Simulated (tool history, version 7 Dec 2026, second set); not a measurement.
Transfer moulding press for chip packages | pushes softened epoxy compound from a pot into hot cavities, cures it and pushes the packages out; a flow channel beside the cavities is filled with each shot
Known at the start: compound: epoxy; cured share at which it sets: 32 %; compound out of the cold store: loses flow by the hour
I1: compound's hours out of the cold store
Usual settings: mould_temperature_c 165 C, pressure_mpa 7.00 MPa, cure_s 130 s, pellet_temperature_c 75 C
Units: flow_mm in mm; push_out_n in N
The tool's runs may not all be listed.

{"run": 1, "hour": 0.0, "mould_temperature_c": 165, "pressure_mpa": 7.0, "cure_s": 130, "pellet_temperature_c": 75, "I1": 46.1, "flow_mm": 831, "push_out_n": 555}
{"run": 2, "hour": 21.3, "mould_temperature_c": 165, "pressure_mpa": 7.0, "cure_s": 130, "pellet_temperature_c": 75, "I1": 46.6, "flow_mm": 819, "push_out_n": 427}
{"run": 3, "hour": 45.1, "mould_temperature_c": 165, "pressure_mpa": 7.0, "cure_s": 130, "pellet_temperature_c": 75, "I1": 46.8, "flow_mm": 838, "push_out_n": 481}
{"run": 4, "hour": 84.2, "mould_temperature_c": 165, "pressure_mpa": 7.0, "cure_s": 130, "pellet_temperature_c": 75, "I1": 20.1, "flow_mm": 962, "push_out_n": 433}
{"run": 5, "hour": 117.7, "mould_temperature_c": 165, "pressure_mpa": 7.0, "cure_s": 130, "pellet_temperature_c": 75, "I1": 36.1, "flow_mm": 871, "push_out_n": 512}
{"run": 6, "hour": 149.7, "mould_temperature_c": 165, "pressure_mpa": 7.0, "cure_s": 130, "pellet_temperature_c": 75, "I1": 23.5, "flow_mm": 936, "push_out_n": 417}
{"run": 7, "hour": 188.7, "mould_temperature_c": 165, "pressure_mpa": 7.0, "cure_s": 130, "pellet_temperature_c": 84, "I1": 39.8, "flow_mm": 845, "push_out_n": 502}
{"run": 8, "hour": 209.3, "mould_temperature_c": 165, "pressure_mpa": 7.0, "cure_s": 130, "pellet_temperature_c": 84, "I1": 22.6, "flow_mm": 931, "push_out_n": 564}
{"run": 9, "hour": 255.4, "mould_temperature_c": 165, "pressure_mpa": 7.0, "cure_s": 128, "pellet_temperature_c": 84, "I1": 9.3, "flow_mm": 1013, "push_out_n": 529}
{"run": 10, "hour": 305.9, "mould_temperature_c": 165, "pressure_mpa": 7.0, "cure_s": 128, "pellet_temperature_c": 84, "I1": 32.4, "flow_mm": 883, "push_out_n": 472}
{"run": 11, "hour": 350.7, "mould_temperature_c": 165, "pressure_mpa": 7.0, "cure_s": 128, "pellet_temperature_c": 84, "I1": 20.8, "flow_mm": 941, "push_out_n": 577}
{"run": 12, "hour": 391.6, "mould_temperature_c": 165, "pressure_mpa": 7.0, "cure_s": 128, "pellet_temperature_c": 84, "I1": 14.9, "flow_mm": 960, "push_out_n": 494}
{"run": 13, "hour": 439.0, "mould_temperature_c": 165, "pressure_mpa": 6.2, "cure_s": 130, "pellet_temperature_c": 75, "I1": 13.6, "flow_mm": 911, "push_out_n": 459}
{"run": 14, "hour": 487.0, "mould_temperature_c": 165, "pressure_mpa": 7.0, "cure_s": 130, "pellet_temperature_c": 75, "I1": 16.7, "flow_mm": 939, "push_out_n": 592}
{"run": 15, "hour": 537.5, "mould_temperature_c": 165, "pressure_mpa": 7.0, "cure_s": 130, "pellet_temperature_c": 75, "I1": 8.8, "flow_mm": 975, "push_out_n": 543}
{"run": 16, "hour": 574.1, "mould_temperature_c": 162, "pressure_mpa": 7.0, "cure_s": 130, "pellet_temperature_c": 75, "I1": 39.5, "flow_mm": 829, "push_out_n": 482}
{"run": 17, "hour": 610.6, "mould_temperature_c": 166, "pressure_mpa": 6.62, "cure_s": 120, "pellet_temperature_c": 84, "I1": 26.8, "flow_mm": 912, "push_out_n": 538}
{"run": 18, "hour": 639.1, "mould_temperature_c": 165, "pressure_mpa": 7.0, "cure_s": 125, "pellet_temperature_c": 75, "I1": 45.3, "flow_mm": 851, "push_out_n": 404}
{"run": 19, "hour": 659.8, "mould_temperature_c": 165, "pressure_mpa": 6.46, "cure_s": 130, "pellet_temperature_c": 79, "I1": 24.3, "flow_mm": 902, "push_out_n": 452}
{"run": 20, "hour": 686.3, "mould_temperature_c": 165, "pressure_mpa": 6.46, "cure_s": 129, "pellet_temperature_c": 79, "I1": 39.0, "flow_mm": 843, "push_out_n": 524}
{"run": 21, "hour": 716.2, "mould_temperature_c": 165, "pressure_mpa": 8.4, "cure_s": 129, "pellet_temperature_c": 79, "I1": 31.8, "flow_mm": 985, "push_out_n": 419}
{"run": 22, "hour": 739.9, "mould_temperature_c": 158, "pressure_mpa": 6.3, "cure_s": 122, "pellet_temperature_c": 77, "I1": 25.7, "flow_mm": 905, "push_out_n": 876}
{"run": 23, "hour": 770.4, "mould_temperature_c": 158, "pressure_mpa": 7.0, "cure_s": 130, "pellet_temperature_c": 83, "I1": 44.5, "flow_mm": 864, "push_out_n": 807}
{"run": 24, "hour": 817.1, "mould_temperature_c": 164, "pressure_mpa": 7.0, "cure_s": 113, "pellet_temperature_c": 75, "I1": 35.3, "flow_mm": 888, "push_out_n": 671}
{"run": 25, "hour": 837.4, "mould_temperature_c": 164, "pressure_mpa": 7.0, "cure_s": 113, "pellet_temperature_c": 75, "I1": 24.8, "flow_mm": 926, "push_out_n": 774}
{"run": 26, "hour": 874.8, "mould_temperature_c": 170, "pressure_mpa": 6.66, "cure_s": 113, "pellet_temperature_c": 72, "I1": 46.7, "flow_mm": 788, "push_out_n": 444}
{"run": 27, "hour": 919.9, "mould_temperature_c": 173, "pressure_mpa": 7.0, "cure_s": 130, "pellet_temperature_c": 75, "I1": 26.7, "flow_mm": 877, "push_out_n": 324}

Not shown: 17 entries that the log had between the listed runs. Between which runs, and how does the tool's hidden state differ before and after?
Between runs 1 and 2: cavities cleaned with cleaning compound and waxed (hour 7.3)
  true mould temperature over the reading, C: 0.41 -> 0.45; pressure that reaches the compound, % of what is set: 98.92 -> 98.5; grip of the stained cavities, % over clean ones': 48.8 -> 17.9
  measured less the result without the state, flow_mm: -6 -> -8 mm; push_out_n: +174 -> +58 N
Between runs 3 and 4: cavities cleaned with cleaning compound and waxed (hour 76.2)
  true mould temperature over the reading, C: 0.48 -> 0.54; pressure that reaches the compound, % of what is set: 98.06 -> 97.24; grip of the stained cavities, % over clean ones': 37.3 -> 11.6
  measured less the result without the state, flow_mm: -10 -> -16 mm; push_out_n: +125 -> +34 N
Between runs 5 and 6: cavities cleaned with cleaning compound and waxed (hour 146.8)
  true mould temperature over the reading, C: 0.6 -> 0.64; pressure that reaches the compound, % of what is set: 96.55 -> 95.96; grip of the stained cavities, % over clean ones': 39.2 -> 6.8
  measured less the result without the state, flow_mm: -17 -> -22 mm; push_out_n: +134 -> +14 N
Between runs 8 and 9: cavities cleaned with cleaning compound and waxed (hour 215.0)
  true mould temperature over the reading, C: 0.73 -> 0.8; pressure that reaches the compound, % of what is set: 94.65 -> 93.72; grip of the stained cavities, % over clean ones': 50.1 -> 34.6
  measured less the result without the state, flow_mm: -29 -> -37 mm; push_out_n: +175 -> +119 N
Between runs 9 and 10: cavities cleaned with cleaning compound and waxed (hour 282.8)
  true mould temperature over the reading, C: 0.8 -> 0.87; pressure that reaches the compound, % of what is set: 93.72 -> 92.66; grip of the stained cavities, % over clean ones': 34.6 -> 25.1
  measured less the result without the state, flow_mm: -37 -> -37 mm; push_out_n: +119 -> +79 N
Between runs 10 and 11: mould's thermocouples calibrated (hour 310.4)
  true mould temperature over the reading, C: 0.87 -> 1.05; pressure that reaches the compound, % of what is set: 92.66 -> 91.77; grip of the stained cavities, % over clean ones': 25.1 -> 52.7
  measured less the result without the state, flow_mm: -37 -> -46 mm; push_out_n: +79 -> +179 N
Between runs 11 and 12: cavities cleaned with cleaning compound and waxed (hour 356.0)
  true mould temperature over the reading, C: 1.05 -> 1.11; pressure that reaches the compound, % of what is set: 91.77 -> 90.98; grip of the stained cavities, % over clean ones': 52.7 -> 31.5
  measured less the result without the state, flow_mm: -46 -> -51 mm; push_out_n: +179 -> +96 N
Between runs 12 and 13: mould's thermocouples calibrated, once more (hour 410.5); cavities cleaned with cleaning compound and waxed (hour 428.8)
  true mould temperature over the reading, C: 1.11 -> 0; pressure that reaches the compound, % of what is set: 90.98 -> 90.12; grip of the stained cavities, % over clean ones': 31.5 -> 11.1
  measured less the result without the state, flow_mm: -51 -> -49 mm; push_out_n: +96 -> +45 N
Between runs 14 and 15: cavities cleaned with cleaning compound and waxed (hour 497.3)
  true mould temperature over the reading, C: 0.08 -> 0.16; pressure that reaches the compound, % of what is set: 89.19 -> 88.09; grip of the stained cavities, % over clean ones': 47.2 -> 37.7
  measured less the result without the state, flow_mm: -55 -> -65 mm; push_out_n: +188 -> +144 N
Between runs 15 and 16: cavities cleaned with cleaning compound and waxed (hour 567.5)
  true mould temperature over the reading, C: 0.16 -> 0.21; pressure that reaches the compound, % of what is set: 88.09 -> 87.4; grip of the stained cavities, % over clean ones': 37.7 -> 9.3
  measured less the result without the state, flow_mm: -65 -> -59 mm; push_out_n: +144 -> +35 N
Between runs 16 and 17: plunger's sealing rings changed (hour 608.9)
  true mould temperature over the reading, C: 0.21 -> 0.26; pressure that reaches the compound, % of what is set: 87.4 -> 99.76; grip of the stained cavities, % over clean ones': 9.3 -> 36.6
  measured less the result without the state, flow_mm: -59 -> -2 mm; push_out_n: +35 -> +137 N
Between runs 17 and 18: cavities cleaned with cleaning compound and waxed (hour 639.1)
  true mould temperature over the reading, C: 0.26 -> 0.3; pressure that reaches the compound, % of what is set: 99.76 -> 99.21; grip of the stained cavities, % over clean ones': 36.6 -> 0.8
  measured less the result without the state, flow_mm: -2 -> -4 mm; push_out_n: +137 -> -3 N
Between runs 20 and 21: cavities cleaned with cleaning compound and waxed (hour 708.5)
  true mould temperature over the reading, C: 0.38 -> 0.42; pressure that reaches the compound, % of what is set: 98.23 -> 97.74; grip of the stained cavities, % over clean ones': 39.8 -> 9.1
  measured less the result without the state, flow_mm: -9 -> -13 mm; push_out_n: +142 -> +28 N
Between runs 23 and 24: cavities cleaned with cleaning compound and waxed (hour 779.7)
  true mould temperature over the reading, C: 0.5 -> 0.57; pressure that reaches the compound, % of what is set: 96.6 -> 95.69; grip of the stained cavities, % over clean ones': 48.9 -> 35.8
  measured less the result without the state, flow_mm: -17 -> -22 mm; push_out_n: +247 -> +158 N
Between runs 25 and 26: cavities cleaned with cleaning compound and waxed (hour 848.9)
  true mould temperature over the reading, C: 0.6 -> 0.65; pressure that reaches the compound, % of what is set: 95.29 -> 94.58; grip of the stained cavities, % over clean ones': 48.4 -> 25
  measured less the result without the state, flow_mm: -26 -> -24 mm; push_out_n: +230 -> +81 N
Between runs 26 and 27: cavities cleaned with cleaning compound and waxed (hour 918.7)
  true mould temperature over the reading, C: 0.65 -> 0.72; pressure that reaches the compound, % of what is set: 94.58 -> 93.69; grip of the stained cavities, % over clean ones': 25 -> 3
  measured less the result without the state, flow_mm: -24 -> -31 mm; push_out_n: +81 -> +8 N

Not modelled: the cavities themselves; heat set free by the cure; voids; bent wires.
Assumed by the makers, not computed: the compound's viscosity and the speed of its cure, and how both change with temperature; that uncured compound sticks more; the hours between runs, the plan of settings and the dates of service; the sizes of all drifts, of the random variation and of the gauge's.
